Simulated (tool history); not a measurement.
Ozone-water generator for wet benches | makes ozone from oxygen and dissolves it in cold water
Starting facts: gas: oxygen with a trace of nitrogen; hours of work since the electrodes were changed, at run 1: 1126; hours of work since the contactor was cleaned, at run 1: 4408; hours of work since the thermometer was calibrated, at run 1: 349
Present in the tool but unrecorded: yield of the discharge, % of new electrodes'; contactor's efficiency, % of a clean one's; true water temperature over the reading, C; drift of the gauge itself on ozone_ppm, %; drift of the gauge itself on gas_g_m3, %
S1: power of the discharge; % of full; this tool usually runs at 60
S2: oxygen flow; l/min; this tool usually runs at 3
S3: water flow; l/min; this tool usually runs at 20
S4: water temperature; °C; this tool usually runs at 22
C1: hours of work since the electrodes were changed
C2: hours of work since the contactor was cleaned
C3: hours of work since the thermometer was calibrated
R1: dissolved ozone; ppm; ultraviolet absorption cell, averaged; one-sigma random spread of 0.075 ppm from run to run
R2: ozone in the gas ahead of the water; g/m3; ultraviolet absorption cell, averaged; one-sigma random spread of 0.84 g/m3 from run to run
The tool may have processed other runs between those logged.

run 1 hour=0 | S1=60 S2=3 S3=20 S4=22 | C1=1126 C2=4408 C3=349 | R1=9.61 R2=133.3
run 2 hour=142.5 | S1=60 S2=1.66 S3=20 S4=22 | C1=1260 C2=4542 C3=483 | R1=9.26 R2=196.4
run 3 hour=277.4 | S1=60 S2=1.66 S3=20 S4=22 | C1=1387 C2=4669 C3=610 | R1=9.21 R2=199.8
run 4 hour=375.6 | S1=60 S2=1.66 S3=20 S4=22 | C1=1480 C2=4762 C3=703 | R1=9.18 R2=196.6
run 5 hour=478.6 | S1=60 S2=3 S3=20 S4=22 | C1=1577 C2=4859 C3=800 | R1=9.48 R2=133.6
-- hour=556.7 contactor cleaned
run 6 hour=597.9 | S1=60 S2=3 S3=20 S4=22 | C1=1685 C2=39 C3=908 | R1=9.79 R2=132.4
run 7 hour=721.1 | S1=60 S2=3 S3=20 S4=27 | C1=1801 C2=155 C3=1024 | R1=9.39 R2=133
run 8 hour=816.9 | S1=60 S2=3 S3=20 S4=27 | C1=1892 C2=245 C3=1115 | R1=9.27 R2=132.5
run 9 hour=949.5 | S1=60 S2=3 S3=20 S4=27 | C1=2016 C2=370 C3=1239 | R1=9.09 R2=131.3
run 10 hour=1094.8 | S1=60 S2=3 S3=26 S4=22 | C1=2153 C2=507 C3=1376 | R1=7.58 R2=132.8
run 11 hour=1234.4 | S1=60 S2=3 S3=26 S4=22 | C1=2285 C2=638 C3=1508 | R1=7.65 R2=132.8
run 12 hour=1331.1 | S1=60 S2=3 S3=26 S4=22 | C1=2376 C2=729 C3=1599 | R1=7.46 R2=132.2
run 13 hour=1417.8 | S1=59 S2=3 S3=20 S4=22 | C1=2457 C2=811 C3=1680 | R1=9.61 R2=130.7
run 14 hour=1523.9 | S1=59 S2=3 S3=20 S4=22 | C1=2557 C2=911 C3=1780 | R1=9.63 R2=128.6
run 15 hour=1583.2 | S1=59 S2=3 S3=20 S4=22 | C1=2613 C2=966 C3=1836 | R1=9.59 R2=129.6
run 16 hour=1695.8 | S1=59 S2=3 S3=20 S4=22 | C1=2719 C2=1072 C3=1942 | R1=9.62 R2=130.1
run 17 hour=1759.4 | S1=59 S2=3 S3=20 S4=22 | C1=2779 C2=1132 C3=2002 | R1=9.57 R2=128.9
run 18 hour=1896.5 | S1=59 S2=3 S3=20 S4=22 | C1=2908 C2=1261 C3=2131 | R1=9.5 R2=129.8
run 19 hour=2026.3 | S1=52 S2=2.02 S3=26 S4=22 | C1=3030 C2=1383 C3=2253 | R1=6.59 R2=159
run 20 hour=2152.6 | S1=60 S2=4.33 S3=16 S4=22 | C1=3149 C2=1502 C3=2372 | R1=11.01 R2=103
run 21 hour=2268.6 | S1=60 S2=4.33 S3=16 S4=22 | C1=3258 C2=1612 C3=2481 | R1=11.09 R2=103.6
run 22 hour=2400 | S1=60 S2=4.33 S3=16 S4=19 | C1=3382 C2=1735 C3=2605 | R1=11.5 R2=103.6
run 23 hour=2460.2 | S1=60 S2=4.33 S3=16 S4=19 | C1=3438 C2=1792 C3=2661 | R1=11.43 R2=103.4
run 24 hour=2533.6 | S1=60 S2=4.33 S3=16 S4=19 | C1=3508 C2=1861 C3=2731 | R1=11.36 R2=102.6
run 25 hour=2607 | S1=60 S2=4.82 S3=28 S4=22 | C1=3577 C2=1930 C3=2800 | R1=6.85 R2=94
run 26 hour=2745.6 | S1=83 S2=3 S3=20 S4=22 | C1=3707 C2=2061 C3=2930 | R1=11.08 R2=152.8
run 27 hour=2828 | S1=83 S2=3 S3=20 S4=22 | C1=3785 C2=2138 C3=3008 | R1=11.09 R2=153.2
run 28 hour=2939.8 | S1=52 S2=3 S3=20 S4=22 | C1=3890 C2=2243 C3=3113 | R1=8.78 R2=120.6
run 29 hour=3025.6 | S1=52 S2=3 S3=20 S4=22 | C1=3971 C2=2324 C3=3194 | R1=8.75 R2=122.1
run 30 hour=3143.3 | S1=94 S2=1.96 S3=20 S4=19 | C1=4082 C2=2435 C3=3305 | R1=11.82 R2=215.5
run 31 hour=3205.7 | S1=94 S2=1.96 S3=20 S4=19 | C1=4140 C2=2494 C3=3363 | R1=11.72 R2=214.4
-- hour=3317.9 water thermometer calibrated
run 32 hour=3332.3 | S1=67 S2=1.96 S3=20 S4=21 | C1=4259 C2=2612 C3=14 | R1=9.8 R2=180.7

Across each entry between runs, compare the hidden state at the last listed run before it with the hidden state at the first listed run after it:
Runs 5 to 6: contactor cleaned (hour 556.7)
  yield of the discharge, % of new electrodes': 97.6 -> 97.5; contactor's efficiency, % of a clean one's: 91.2 -> 98.9
  measured result minus the result with no hidden state, R1: -0.65 -> -0.29 ppm; R2: -3 -> -3.1 g/m3
Runs 31 to 32: water thermometer calibrated (hour 3317.9)
  yield of the discharge, % of new electrodes': 94.9 -> 94.8; contactor's efficiency, % of a clean one's: 94.4 -> 94.2; true water temperature over the reading, C: 0.24 -> -0.01
  measured result minus the result with no hidden state, R1: -1.09 -> -0.81 ppm; R2: -13.2 -> -9.7 g/m3
